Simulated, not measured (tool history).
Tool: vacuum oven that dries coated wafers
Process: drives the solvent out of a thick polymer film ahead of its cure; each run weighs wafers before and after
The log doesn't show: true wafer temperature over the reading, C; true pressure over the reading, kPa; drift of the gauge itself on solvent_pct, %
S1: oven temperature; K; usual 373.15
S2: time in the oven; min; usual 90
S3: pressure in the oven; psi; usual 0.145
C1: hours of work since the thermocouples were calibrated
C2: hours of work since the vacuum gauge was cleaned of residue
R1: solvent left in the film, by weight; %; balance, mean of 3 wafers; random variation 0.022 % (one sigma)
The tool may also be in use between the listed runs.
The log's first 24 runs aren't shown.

run    hour      S1   S2     S3   C1   C2    R1
 25  1636.9  362.15  149  0.109  887  178  3.45
 26  1690.7  362.15  149  0.109  917  208  3.42
     1772.8  -- oven's thermocouples calibrated
 27  1772.8  373.15  143  0.158    0  254  1.55
 28  1816.1  384.15  158  0.145   25  279  0.36
 29  1860.9  373.15   87  0.145   50  305  3.32
 30  1942.1  383.15  137  0.193   97  351  0.54
 31    2015  383.15  105  0.083  139  393  0.73
 32  2077.5  383.15  105  0.083  174  428  0.71
 33  2130.1  363.15   60  0.271  204  459  8.47
 34    2206  369.15   47  0.144  248  502  7.57
 35    2271  372.15  109  0.161  285  539  2.65
 36  2368.5  372.15  109  0.161  341  595  2.65
 37  2439.2  387.15   55  0.154  381  635  1.87
 38  2526.7  387.15   55  0.154  431  685  1.88
 39  2598.5  373.15   51  0.145  472  726  5.93
 40  2654.6  373.15   76  0.335  504  759  4.31
 41  2698.7  373.15   76  0.335  530  784  4.26
 42  2782.4  373.15   76  0.335  577  832  4.27
 43  2873.3  362.15   97  0.425  629  884  6.82
 44    2957  384.15  110  0.145  677  932  0.66
 45  3003.7  384.15  110  0.145  704  958  0.65
 46  3049.1  375.15  110  0.145  730  984  1.82

4 ways to go on from here, each from the tool as it stands after run 46. What would each give?
  A  3106.6  370.15   47  0.336  763  1017   ?
  B  3106.6  375.15   85  0.165  763  1017   ?
  C  3106.6  366.15   64  0.145  763  1017   ?
  D  3106.6  372.15  108  0.078  763  1017   ?

run    R1
  A  7.49
  B  2.82
  C  6.82
  D  2.37
Without the tool's hidden state the same runs would have given:
run    R1
  A  7.58
  B  2.87
  C   6.9
  D   2.4

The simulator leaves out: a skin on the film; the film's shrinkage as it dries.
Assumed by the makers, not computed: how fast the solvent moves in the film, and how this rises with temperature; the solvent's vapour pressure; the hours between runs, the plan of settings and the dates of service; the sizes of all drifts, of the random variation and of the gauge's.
